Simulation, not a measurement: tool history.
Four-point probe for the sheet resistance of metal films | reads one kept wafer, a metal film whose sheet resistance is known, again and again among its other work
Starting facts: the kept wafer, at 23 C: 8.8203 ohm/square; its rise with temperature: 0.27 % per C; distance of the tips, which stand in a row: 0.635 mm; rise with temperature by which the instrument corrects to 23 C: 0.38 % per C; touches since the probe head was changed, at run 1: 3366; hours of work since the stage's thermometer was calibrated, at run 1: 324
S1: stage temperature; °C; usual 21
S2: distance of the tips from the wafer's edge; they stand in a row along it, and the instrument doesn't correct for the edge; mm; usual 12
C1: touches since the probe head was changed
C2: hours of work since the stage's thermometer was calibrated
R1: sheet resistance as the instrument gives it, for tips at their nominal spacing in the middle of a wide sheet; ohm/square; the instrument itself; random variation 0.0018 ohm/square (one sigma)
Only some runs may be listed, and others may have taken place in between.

run 1 hour=0 | S1=21 S2=12 | C1=3366 C2=324 | R1=8.852366
run 2 hour=59.3 | S1=21 S2=12 | C1=4741 C2=351 | R1=8.851866
run 3 hour=117.8 | S1=21 S2=12 | C1=6098 C2=377 | R1=8.850391
run 4 hour=153.4 | S1=21 S2=12 | C1=6924 C2=393 | R1=8.852263
run 5 hour=207.5 | S1=21 S2=12 | C1=8179 C2=418 | R1=8.851429
run 6 hour=244.7 | S1=21 S2=10 | C1=9043 C2=434 | R1=8.857148
run 7 hour=303.9 | S1=21 S2=10 | C1=10417 C2=461 | R1=8.855185
run 8 hour=338.6 | S1=19 S2=12 | C1=11222 C2=477 | R1=8.874411
run 9 hour=373.9 | S1=20 S2=35 | C1=12040 C2=493 | R1=8.852445
run 10 hour=433.5 | S1=22 S2=12 | C1=13423 C2=519 | R1=8.842543

Branching from run 10: 3 alternative next runs. What would each branch give?
run A hour=485.7 | S1=19 S2=17 | C1=14633 C2=543 | R1=?
run B hour=485.7 | S1=27 S2=12 | C1=14633 C2=543 | R1=?
run C hour=485.7 | S1=26 S2=5 | C1=14633 C2=543 | R1=?

run=A R1=8.86408
run=B R1=8.795804
run=C R1=8.862838
What these runs would have given with no unlogged condition in the tool:
run=A R1=8.864241
run=B R1=8.795962
run=C R1=8.862998
